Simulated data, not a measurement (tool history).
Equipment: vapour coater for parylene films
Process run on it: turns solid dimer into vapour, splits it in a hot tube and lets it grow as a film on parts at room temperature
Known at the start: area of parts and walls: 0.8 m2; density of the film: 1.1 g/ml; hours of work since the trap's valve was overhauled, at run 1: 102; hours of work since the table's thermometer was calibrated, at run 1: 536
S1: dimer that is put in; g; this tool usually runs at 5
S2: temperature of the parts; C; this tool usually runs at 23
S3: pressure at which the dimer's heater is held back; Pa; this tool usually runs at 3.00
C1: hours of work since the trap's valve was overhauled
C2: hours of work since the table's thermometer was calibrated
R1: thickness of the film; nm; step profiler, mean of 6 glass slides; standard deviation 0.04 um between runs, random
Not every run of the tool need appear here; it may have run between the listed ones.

run	day	S1	S2	S3	C1	C2	R1
1	0.000	5	23	3.00	102	536	4410
2	2.025	5	23	3.00	132	566	4440
3	5.242	5	23	3.00	180	613	4370
4	8.508	5	23	3.00	228	661	4460
# day 11.200: trap's valve overhauled
5	11.721	5	23	3.00	8	706	4330
6	14.462	5	23	3.00	48	746	4460
7	17.483	5	23	3.00	93	791	4400
8	20.662	5	23	3.00	139	838	4400
9	22.762	5	23	3.00	170	869	4320
10	25.058	5	23	3.00	204	903	4380
11	28.192	3	23	8.45	250	949	2080
# day 29.633: trap's valve overhauled
12	30.983	5	16	4.54	20	987	4840
13	33.112	5	16	4.54	51	1019	4880
14	34.842	5	23	3.00	77	1044	4370
15	36.821	5	34	2.40	106	1074	3400
16	39.108	3	28	2.33	140	1107	2450

Below are 5 alternative next runs, each starting from the tool's condition after run 16. Predict each:
A	42.258	3	23	3.00	186	1154	?
B	42.258	6	22	8.73	186	1154	?
C	42.258	3	28	2.33	186	1154	?
D	42.258	4	33	11.55	186	1154	?
E	42.258	2	28	2.33	186	1154	?

run	R1
A	2570
B	4270
C	2390
D	1950
E	1610
With no hidden state in the tool, these same runs would have given:
run	R1
A	2580
B	4280
C	2390
D	1960
E	1620

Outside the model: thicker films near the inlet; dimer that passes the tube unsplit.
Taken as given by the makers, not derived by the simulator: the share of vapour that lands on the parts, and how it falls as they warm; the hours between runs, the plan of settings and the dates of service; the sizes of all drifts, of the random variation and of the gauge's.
